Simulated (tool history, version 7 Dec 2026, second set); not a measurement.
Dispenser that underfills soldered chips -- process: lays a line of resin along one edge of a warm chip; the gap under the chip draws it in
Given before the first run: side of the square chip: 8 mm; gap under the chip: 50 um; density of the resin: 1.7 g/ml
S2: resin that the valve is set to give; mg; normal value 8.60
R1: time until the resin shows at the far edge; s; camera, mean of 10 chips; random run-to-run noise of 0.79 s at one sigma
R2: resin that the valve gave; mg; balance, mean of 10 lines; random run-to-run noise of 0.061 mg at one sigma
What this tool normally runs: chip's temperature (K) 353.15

Run 1, hour 0.0: usual settings. Result: R1 95.2 s, R2 8.34 mg.
At hour 4.3: new syringe of resin.
Run 2, hour 7.6: usual settings but chip's temperature (K) 361.15. Result: R1 69.3 s, R2 8.28 mg.
At hour 13.7: new syringe of resin.
Run 3, hour 15.3: usual settings but chip's temperature (K) 361.15. Result: R1 61.5 s, R2 8.25 mg.
Run 4, hour 22.1: usual settings but chip's temperature (K) 355.15. Result: R1 110.3 s, R2 8.12 mg.
At hour 22.8: new syringe of resin.
Run 5, hour 27.9: usual settings. Result: R1 96.9 s, R2 8.20 mg.
At hour 32.1: new syringe of resin.
Run 6, hour 36.3: usual settings. Result: R1 93.5 s, R2 8.15 mg.
At hour 41.2: new syringe of resin.
Run 7, hour 42.7: usual settings. Result: R1 79.6 s, R2 8.15 mg.
At hour 50.4: new syringe of resin.
Run 8, hour 50.4: usual settings. Result: R1 74.6 s, R2 8.18 mg.
Run 9, hour 55.7: usual settings. Result: R1 100.3 s, R2 8.14 mg.
At hour 59.0: dispensing valve cleaned and set on the balance.
At hour 61.0: new syringe of resin.
Run 10, hour 62.2: usual settings. Result: R1 76.7 s, R2 8.59 mg.
Run 11, hour 68.5: usual settings but chip's temperature (K) 366.15. Result: R1 75.0 s, R2 8.57 mg.
At hour 70.2: new syringe of resin.
Run 12, hour 76.1: usual settings. Result: R1 103.9 s, R2 8.57 mg.
At hour 79.1: new syringe of resin.
Run 13, hour 84.4: usual settings. Result: R1 98.2 s, R2 8.48 mg.
At hour 88.4: new syringe of resin.
Run 14, hour 90.9: usual settings. Result: R1 84.7 s, R2 8.51 mg.
Run 15, hour 97.0: usual settings but chip's temperature (K) 347.15, S2 9.68 mg. Result: R1 143.1 s, R2 9.50 mg.
At hour 97.7: new syringe of resin.
Run 16, hour 103.2: usual settings but chip's temperature (K) 364.15, S2 9.21 mg. Result: R1 71.2 s, R2 9.10 mg.
At hour 106.9: new syringe of resin.
Run 17, hour 107.8: usual settings but chip's temperature (K) 366.15, S2 9.96 mg. Result: R1 53.1 s, R2 9.67 mg.
Run 18, hour 111.3: usual settings but chip's temperature (K) 356.15, S2 9.44 mg. Result: R1 85.5 s, R2 9.20 mg.
At hour 116.0: new syringe of resin.
Run 19, hour 117.2: usual settings but chip's temperature (K) 341.15, S2 8.07 mg. Result: R1 117.3 s, R2 7.92 mg.
Run 20, hour 121.0: usual settings but chip's temperature (K) 350.15, S2 7.51 mg. Result: R1 109.1 s, R2 7.18 mg.
At hour 125.0: new syringe of resin.
Run 21, hour 125.6: usual settings but chip's temperature (K) 350.15, S2 7.51 mg. Result: R1 89.3 s, R2 7.20 mg.
Run 22, hour 131.3: usual settings but chip's temperature (K) 362.15, S2 7.51 mg. Result: R1 83.7 s, R2 7.21 mg.
At hour 134.1: new syringe of resin.
Run 23, hour 139.4: usual settings but chip's temperature (K) 362.15, S2 7.51 mg. Result: R1 81.1 s, R2 7.26 mg.
At hour 143.4: new syringe of resin.
Run 24, hour 144.9: usual settings but chip's temperature (K) 339.15, S2 10.15 mg. Result: R1 123.5 s, R2 9.66 mg.

What if the next run were any one of these 4? Each begins from the tool's condition after run 24:
Run A, hour 149.8: usual settings but chip's temperature (K) 343.15. Result: R1 ?, R2 ?.
Run B, hour 149.8: usual settings but chip's temperature (K) 356.15, S2 8.71 mg. Result: R1 ?, R2 ?.
Run C, hour 149.8: usual settings but chip's temperature (K) 343.15. Result: R1 ?, R2 ?.
Run D, hour 149.8: usual settings but chip's temperature (K) 339.15, S2 10.05 mg. Result: R1 ?, R2 ?.

run     R1    R2
  A  148.2  8.19
  B   98.7  8.36
  C  149.7  8.28
  D  168.5  9.62
With no hidden state in the tool, these same runs would have given:
run     R1     R2
  A  101.6   8.56
  B   67.9   8.74
  C  102.7   8.65
  D  116.0  10.05

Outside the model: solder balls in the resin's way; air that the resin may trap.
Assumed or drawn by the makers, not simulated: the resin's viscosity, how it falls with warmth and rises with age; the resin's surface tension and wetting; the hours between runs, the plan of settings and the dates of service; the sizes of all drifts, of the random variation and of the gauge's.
